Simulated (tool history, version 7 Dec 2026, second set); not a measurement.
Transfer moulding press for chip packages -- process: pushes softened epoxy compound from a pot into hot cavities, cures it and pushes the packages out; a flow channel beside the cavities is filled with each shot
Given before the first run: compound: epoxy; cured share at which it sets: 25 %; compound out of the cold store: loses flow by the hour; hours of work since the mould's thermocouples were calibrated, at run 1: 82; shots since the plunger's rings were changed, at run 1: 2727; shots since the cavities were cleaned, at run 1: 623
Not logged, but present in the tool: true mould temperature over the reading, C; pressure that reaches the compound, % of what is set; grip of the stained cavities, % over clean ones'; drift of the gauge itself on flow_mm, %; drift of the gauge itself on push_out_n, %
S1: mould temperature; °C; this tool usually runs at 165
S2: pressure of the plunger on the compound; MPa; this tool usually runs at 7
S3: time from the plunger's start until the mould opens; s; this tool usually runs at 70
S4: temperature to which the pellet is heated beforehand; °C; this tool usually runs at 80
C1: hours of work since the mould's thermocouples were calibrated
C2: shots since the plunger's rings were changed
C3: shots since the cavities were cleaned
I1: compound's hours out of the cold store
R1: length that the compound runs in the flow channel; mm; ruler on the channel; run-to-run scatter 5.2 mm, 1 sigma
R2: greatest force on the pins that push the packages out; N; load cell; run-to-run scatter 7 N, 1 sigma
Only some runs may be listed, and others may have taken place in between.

run 1 day=0 | S1=165 S2=7 S3=70 S4=80 | C1=82 C2=2727 C3=623 | I1=23.2 | R1=653 R2=607
-- day=0.233 cavities cleaned with cleaning compound and waxed
run 2 day=0.8 | S1=165 S2=7 S3=70 S4=80 | C1=93 C2=2982 C3=196 | I1=8 | R1=690 R2=448
run 3 day=1.9 | S1=165 S2=7 S3=70 S4=80 | C1=110 C2=3364 C3=578 | I1=26 | R1=636 R2=581
-- day=2.238 cavities cleaned with cleaning compound and waxed
run 4 day=2.517 | S1=165 S2=7 S3=70 S4=80 | C1=118 C2=3557 C3=97 | I1=24.3 | R1=648 R2=380
run 5 day=3.108 | S1=165 S2=7 S3=70 S4=80 | C1=127 C2=3762 C3=302 | I1=23.8 | R1=647 R2=493
-- day=3.279 plunger's sealing rings changed
run 6 day=3.771 | S1=165 S2=7 S3=70 S4=80 | C1=135 C2=171 C3=496 | I1=38.7 | R1=650 R2=541
-- day=4.35 cavities cleaned with cleaning compound and waxed
run 7 day=4.429 | S1=165 S2=7.81 S3=70 S4=80 | C1=144 C2=377 C3=27 | I1=31.7 | R1=703 R2=293
run 8 day=5.725 | S1=165 S2=7 S3=70 S4=80 | C1=163 C2=827 C3=477 | I1=8.1 | R1=710 R2=572
-- day=6.446 cavities cleaned with cleaning compound and waxed
run 9 day=7.15 | S1=165 S2=7 S3=70 S4=86 | C1=183 C2=1299 C3=244 | I1=30.5 | R1=658 R2=431
-- day=8.508 cavities cleaned with cleaning compound and waxed
run 10 day=8.575 | S1=165 S2=7 S3=70 S4=86 | C1=203 C2=1771 C3=23 | I1=16.7 | R1=688 R2=313
run 11 day=9.442 | S1=165 S2=7 S3=70 S4=86 | C1=216 C2=2073 C3=325 | I1=26.5 | R1=653 R2=481
run 12 day=10.112 | S1=165 S2=7 S3=70 S4=86 | C1=226 C2=2305 C3=557 | I1=42.8 | R1=622 R2=522
-- day=10.517 cavities cleaned with cleaning compound and waxed
run 13 day=10.983 | S1=165 S2=7 S3=70 S4=86 | C1=238 C2=2586 C3=162 | I1=45.9 | R1=605 R2=389
run 14 day=12.062 | S1=165 S2=7 S3=70 S4=86 | C1=254 C2=2960 C3=536 | I1=17.3 | R1=667 R2=571
-- day=12.592 cavities cleaned with cleaning compound and waxed
run 15 day=13.267 | S1=165 S2=7 S3=70 S4=86 | C1=271 C2=3355 C3=234 | I1=23.1 | R1=642 R2=448
-- day=14.604 plunger's sealing rings changed
-- day=14.729 cavities cleaned with cleaning compound and waxed
run 16 day=14.762 | S1=165 S2=7 S3=70 S4=86 | C1=291 C2=32 C3=11 | I1=22.2 | R1=692 R2=293
run 17 day=15.317 | S1=165 S2=6.06 S3=70 S4=80 | C1=299 C2=225 C3=204 | I1=19.9 | R1=649 R2=446
run 18 day=16.621 | S1=165 S2=6.06 S3=70 S4=80 | C1=318 C2=677 C3=656 | I1=44.5 | R1=590 R2=583

What will run 19 give?
-- day=16.75 cavities cleaned with cleaning compound and waxed
run 19 day=17.596 | S1=160 S2=7 S3=67 S4=84 | C1=332 C2=993 C3=292 | I1=8.3 | R1=? R2=?

{"run 19": {"R1": 739, "R2": 848}}
Had the tool carried no hidden state, the very same run would have given R1 752 mm, R2 483 N.
